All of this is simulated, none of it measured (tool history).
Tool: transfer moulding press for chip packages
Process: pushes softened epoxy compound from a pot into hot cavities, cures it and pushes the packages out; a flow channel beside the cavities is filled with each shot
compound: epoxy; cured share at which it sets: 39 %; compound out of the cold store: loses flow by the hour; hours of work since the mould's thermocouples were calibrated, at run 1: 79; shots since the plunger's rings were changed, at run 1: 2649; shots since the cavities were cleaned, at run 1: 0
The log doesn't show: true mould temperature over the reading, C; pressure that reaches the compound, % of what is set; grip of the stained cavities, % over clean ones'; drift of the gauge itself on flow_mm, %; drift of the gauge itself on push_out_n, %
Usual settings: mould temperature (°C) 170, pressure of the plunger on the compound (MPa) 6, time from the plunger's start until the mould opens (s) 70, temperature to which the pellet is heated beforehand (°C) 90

run	day	mould temperature (°C)	pressure of the plunger on the compound (MPa)	time from the plunger's start until the mould opens (s)	temperature to which the pellet is heated beforehand (°C)	hours of work since the mould's thermocouples were calibrated	shots since the plunger's rings were changed	shots since the cavities were cleaned	incoming compound's hours out of the cold store	length that the compound runs in the flow channel (mm)	greatest force on the pins that push the packages out (N)
1	0	170	6	70	90	79	2649	0	11.3	974	287
# day 1.712: cavities cleaned with cleaning compound and waxed
2	1.846	163	6	70	90	107	3409	56	43.4	851	413
# day 3.429: cavities cleaned with cleaning compound and waxed
3	3.796	163	6	70	90	137	4214	156	10.6	1006	447
# day 4.646: plunger's sealing rings changed
# day 5.25: cavities cleaned with cleaning compound and waxed
4	5.25	163	6	70	90	157	231	0	26.8	922	423
# day 7.062: cavities cleaned with cleaning compound and waxed
5	7.3	163	6	70	90	189	1078	102	25.6	925	414
# day 8.796: cavities cleaned with cleaning compound and waxed
6	9.238	170	6.14	70	90	218	1877	188	12.4	981	296
# day 10.542: cavities cleaned with cleaning compound and waxed
7	10.971	170	6	92	90	245	2589	182	10.1	988	264
# day 12.304: cavities cleaned with cleaning compound and waxed
8	12.304	176	6	92	90	265	3130	0	40.9	829	263
# day 14.088: cavities cleaned with cleaning compound and waxed
9	14.233	176	6.79	55	90	294	3927	64	23.7	967	297
# day 15.733: plunger's sealing rings changed
# day 15.925: cavities cleaned with cleaning compound and waxed
10	16.479	170	5.51	64	92	327	290	234	13.2	928	334
# day 17.804: cavities cleaned with cleaning compound and waxed
11	18.567	170	5.51	64	92	359	1155	325	34.3	833	328

How the hidden state differs across the entries between the runs, from the last listed run before each to the first after it:
Between runs 1 and 2: cavities cleaned with cleaning compound and waxed (day 1.712)
  pressure that reaches the compound, % of what is set: 99.93 -> 99.92; grip of the stained cavities, % over clean ones': 0 -> 0.2
Between runs 2 and 3: cavities cleaned with cleaning compound and waxed (day 3.429)
  pressure that reaches the compound, % of what is set: 99.92 -> 99.9; grip of the stained cavities, % over clean ones': 0.2 -> 0.5
Between runs 3 and 4: plunger's sealing rings changed (day 4.646); cavities cleaned with cleaning compound and waxed (day 5.25)
  pressure that reaches the compound, % of what is set: 99.9 -> 99.99; grip of the stained cavities, % over clean ones': 0.5 -> 0
Between runs 4 and 5: cavities cleaned with cleaning compound and waxed (day 7.062)
  pressure that reaches the compound, % of what is set: 99.99 -> 99.98; grip of the stained cavities, % over clean ones': 0 -> 0.3
Between runs 5 and 6: cavities cleaned with cleaning compound and waxed (day 8.796)
  pressure that reaches the compound, % of what is set: 99.98 -> 99.96; grip of the stained cavities, % over clean ones': 0.3 -> 0.6
Between runs 6 and 7: cavities cleaned with cleaning compound and waxed (day 10.542)
  pressure that reaches the compound, % of what is set: 99.96 -> 99.94
Between runs 7 and 8: cavities cleaned with cleaning compound and waxed (day 12.304)
  pressure that reaches the compound, % of what is set: 99.94 -> 99.93; grip of the stained cavities, % over clean ones': 0.6 -> 0
Between runs 8 and 9: cavities cleaned with cleaning compound and waxed (day 14.088)
  pressure that reaches the compound, % of what is set: 99.93 -> 99.92; grip of the stained cavities, % over clean ones': 0 -> 0.2
Between runs 9 and 10: plunger's sealing rings changed (day 15.733); cavities cleaned with cleaning compound and waxed (day 15.925)
  pressure that reaches the compound, % of what is set: 99.92 -> 99.99; grip of the stained cavities, % over clean ones': 0.2 -> 0.8
Between runs 10 and 11: cavities cleaned with cleaning compound and waxed (day 17.804)
  pressure that reaches the compound, % of what is set: 99.99 -> 99.97; grip of the stained cavities, % over clean ones': 0.8 -> 0.9
